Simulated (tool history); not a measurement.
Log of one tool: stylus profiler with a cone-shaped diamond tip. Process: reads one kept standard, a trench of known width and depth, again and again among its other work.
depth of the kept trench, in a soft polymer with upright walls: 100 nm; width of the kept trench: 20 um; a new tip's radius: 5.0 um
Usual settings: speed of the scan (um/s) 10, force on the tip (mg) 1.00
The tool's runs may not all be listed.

run,hour,speed of the scan (um/s),force on the tip (mg),depth of the trench (nm),width of the trench's floor (um)
1,0.0,10,1.00,100.30,17.51
2,76.2,10,1.00,100.35,17.42
3,155.7,10,1.27,100.41,17.39
4,267.5,10,0.79,100.20,17.32
5,350.8,10,0.79,100.21,17.32
6,410.4,2,0.79,100.14,17.35
7,529.5,18,1.00,100.22,17.12
8,622.7,18,1.00,100.20,17.05
9,726.4,10,1.00,100.15,17.10
# hour 734.1: height scale calibrated on a step standard
10,806.8,2,1.00,99.95,17.16
11,914.3,2,1.00,99.88,17.13
12,991.4,35,1.32,99.97,16.82
13,1072.9,35,1.32,99.96,16.76
# hour 1137.9: new tip fitted, height scale calibrated
14,1144.1,35,1.32,100.62,17.77
15,1220.7,29,0.48,100.29,17.57
# hour 1311.8: height scale calibrated on a step standard, once more
16,1354.7,3,0.39,100.36,17.84
17,1496.2,3,0.39,100.29,17.74
18,1615.4,10,1.70,100.75,17.67

Forecast each of these 3 alternatives for the next run:
A,1701.6,9,2.61,?,?
B,1701.6,10,0.38,?,?
C,1701.6,7,1.33,?,?

run,depth of the trench (nm),width of the trench's floor (um)
A,101.06,17.61
B,100.26,17.54
C,100.57,17.62
Without the tool's hidden state the same runs would have given:
run,depth of the trench (nm),width of the trench's floor (um)
A,101.09,17.96
B,100.29,17.89
C,100.61,17.97
